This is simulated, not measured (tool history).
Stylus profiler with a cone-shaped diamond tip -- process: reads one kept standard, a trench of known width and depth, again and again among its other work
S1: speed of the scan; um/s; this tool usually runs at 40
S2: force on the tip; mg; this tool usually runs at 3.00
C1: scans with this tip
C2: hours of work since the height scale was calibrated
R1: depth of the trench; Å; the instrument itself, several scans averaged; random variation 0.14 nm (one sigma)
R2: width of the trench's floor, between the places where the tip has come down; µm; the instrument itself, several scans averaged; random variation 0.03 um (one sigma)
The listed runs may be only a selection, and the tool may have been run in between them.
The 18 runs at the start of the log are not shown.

run,hour,S1,S2,C1,C2,R1,R2
19,279.9,40,7.06,7876,573,5093.9,26.85
20,295.0,54,3.98,7981,581,5063.7,26.87
21,315.5,54,1.20,8124,591,5028.2,26.68
22,328.9,48,1.58,8218,598,5035.5,26.77
23,344.6,13,4.65,8327,606,5071.7,26.94
24,359.9,51,3.44,8433,613,5059.5,26.81
25,376.3,23,5.87,8548,622,5081.3,26.95
26,386.5,23,5.87,8619,627,5087.3,26.95
27,408.2,33,6.63,8769,638,5088.5,27.00
28,427.5,41,1.59,8904,648,5035.4,26.78
29,447.2,41,1.59,9042,658,5032.3,26.81

Predict the results of run 30:
30,466.0,43,3.00,9172,667,?,?

{"run 30": {"R1": 5054.6, "R2": 26.86}}
Without the tool's hidden state the same run would have given R1 5054.5 Å, R2 26.88 µm.
